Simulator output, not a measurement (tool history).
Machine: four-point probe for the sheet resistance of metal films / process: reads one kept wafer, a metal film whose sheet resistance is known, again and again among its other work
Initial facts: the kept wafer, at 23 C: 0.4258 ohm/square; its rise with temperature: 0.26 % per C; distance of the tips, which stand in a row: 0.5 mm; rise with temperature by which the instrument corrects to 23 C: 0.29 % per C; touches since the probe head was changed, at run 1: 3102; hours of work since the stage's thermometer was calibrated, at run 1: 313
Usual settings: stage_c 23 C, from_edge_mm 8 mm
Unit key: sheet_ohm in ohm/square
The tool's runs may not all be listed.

run,hour,stage_c,from_edge_mm,touches since the probe head was changed,hours of work since the stage's thermometer was calibrated,sheet_ohm
1,0,23,8,3102,313,0.426733
2,7.2,25,8,3289,318,0.426445
3,16,23,8,3516,324,0.426736
4,30,23,8,3877,333,0.426778
5,44.7,23,8,4258,343,0.426617
6,56.5,23,8,4561,351,0.426755
7,66.4,23,8,4817,358,0.426815
8,78.9,23,8,5143,366,0.426738
9,92.5,32,8,5494,375,0.42565
10,102.4,23,43,5749,382,0.425833
11,112.4,30,8,6007,388,0.425865
12,122.8,30,8,6275,395,0.42603
13,136.7,30,8,6634,405,0.425825
14,148.3,23,57,6935,413,0.425834
15,158.4,30,20,7195,419,0.425079
16,169.1,30,20,7473,427,0.425311
17,179.8,30,20,7749,434,0.425098
18,190.6,35,5,8028,441,0.426866
19,204,28,5,8376,450,0.427564
20,218.6,28,5,8751,460,0.42773
21,234.5,28,5,9163,470,0.427432
22,243.1,28,5,9386,476,0.427694
23,254.5,23,8,9679,484,0.426678
24,264.4,32,32,9935,491,0.424937
25,277.7,32,32,10279,499,0.424915
26,292.4,34,50,10659,509,0.424673
27,304.7,35,26,10977,518,0.424663

4 options for the next run, each taken on its own from the tool as it stands now. Forecast them:
A,317.6,22,16,11312,526,?
B,317.6,31,20,11312,526,?
C,317.6,18,26,11312,526,?
D,317.6,24,26,11312,526,?

run,sheet_ohm
A,0.426065
B,0.425051
C,0.426339
D,0.42571
With no hidden state in the tool, these same runs would have given:
run,sheet_ohm
A,0.426064
B,0.42505
C,0.426338
D,0.425709
